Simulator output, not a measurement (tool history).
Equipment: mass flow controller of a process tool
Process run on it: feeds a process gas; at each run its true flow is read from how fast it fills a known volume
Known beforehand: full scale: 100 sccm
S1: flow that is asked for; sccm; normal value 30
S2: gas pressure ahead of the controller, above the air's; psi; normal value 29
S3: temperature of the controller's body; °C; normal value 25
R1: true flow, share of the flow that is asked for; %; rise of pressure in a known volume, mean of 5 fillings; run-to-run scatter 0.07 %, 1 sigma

run	hour	S1	S2	S3	R1
1	0	30	29	25	98.84
2	184.7	30	29	25	98.76
3	289.1	30	29	25	98.68
4	411.6	30	29	25	98.63
5	628.4	30	29	25	98.26
6	760.6	30	29	25	98.2
7	989.7	30	34.5	25	97.81
8	1154.6	30	29	25	97.7
9	1356.8	30	29	25	97.63
10	1458	30	29	22	97.59
11	1613.6	30	29	25	97.32
12	1711.6	30	32.9	25	97.05
13	1869.9	30	29	28	96.85
14	2087.4	30	29	28	96.53
15	2199.3	30	29	28	96.48
16	2379.5	71	29	25	96.88
# hour 2492.5: gauge calibrated
17	2492.5	71	29	26	99.59
18	2698.6	71	26.7	24	99.59
19	2827.1	31	33.5	28	98.2
20	2942.5	13	29.4	39	97.51
21	3098.9	13	29.6	32	97.64
22	3274.3	26	22.5	32	98.09
23	3366.5	26	22.5	32	97.89
24	3461.1	26	27.6	20	98.1
25	3676.8	26	27.6	20	98.04

Pick out some run-to-run changes in R1. Of each, how much would a tool without hidden state show as well, from the settings, what came in and chance, and how much is left for the hidden state and any gauge scatter not in both results compared?
The tool's hidden condition here consists of: flow at rest that the sensor doesn't see, % of full scale; true flow over the shown one, %; drift of the gauge itself on true_pct, %.
Run 6 -> 7: S2 29 -> 34.5. R1 -0.39 %: hidden state -0.24, all else -0.15.
Run 16 -> 17: S3 25 -> 26, gauge calibrated. R1 +2.71 %: hidden state +2.57, all else +0.14.
Run 18 -> 19: S1 71 -> 31, S2 26.7 -> 33.5, S3 24 -> 28. R1 -1.39 %: hidden state -0.13, all else -1.26.
